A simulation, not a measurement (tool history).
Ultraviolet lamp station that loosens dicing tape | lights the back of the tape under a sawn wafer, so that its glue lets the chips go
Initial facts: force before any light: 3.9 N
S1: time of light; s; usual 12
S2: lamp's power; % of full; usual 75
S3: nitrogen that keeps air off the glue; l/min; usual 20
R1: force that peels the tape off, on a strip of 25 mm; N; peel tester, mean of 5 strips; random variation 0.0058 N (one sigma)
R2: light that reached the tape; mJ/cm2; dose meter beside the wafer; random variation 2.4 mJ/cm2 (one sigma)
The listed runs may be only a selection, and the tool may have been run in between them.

run,hour,S1,S2,S3,R1,R2
1,0,12,75,20,0.19,230
2,37.9,12,75,20,0.203,222
3,66.2,12,75,20,0.2,222
4,111.1,12,75,20,0.213,215
5,142.3,12,75,20,0.226,215
6,187.7,12,75,20,0.237,206
7,234.5,12,75,20,0.245,207
8,278.7,12,75,20,0.252,196
9,309.9,12,75,20,0.27,195
10,359.1,12,76,20,0.275,190
# hour 363.2: window cleaned of glue's vapour
11,405.9,12,76,20,0.21,220
12,453.8,12,63,20,0.323,179
13,484.9,14,82,22,0.136,269
14,521.7,12,95,28,0.125,263
15,568,10,70,20,0.426,159
16,596.5,10,70,20,0.436,155
17,638,12,99,16,0.183,259
18,664.8,12,99,16,0.189,254
19,694.1,12,99,16,0.201,252
20,719.2,11,78,6,0.812,177
# hour 758.6: window cleaned of glue's vapour
21,758.6,19,100,30,0.086,449
22,809.2,19,100,30,0.09,438
23,848.5,19,73,30,0.101,312

Consider 4 possible next runs. They are alternatives, not a sequence: every one starts from the tool as it was left by run 23. What does each give?
A,883.8,7,73,30,?,?
B,883.8,9,92,6,?,?
C,883.8,9,81,20,?,?
D,883.8,14,72,38,?,?

run,R1,R2
A,0.564,115
B,0.785,186
C,0.385,163
D,0.14,222
Without the tool's unlogged condition, the same runs would have read:
run,R1,R2
A,0.33,152
B,0.486,247
C,0.218,216
D,0.107,295
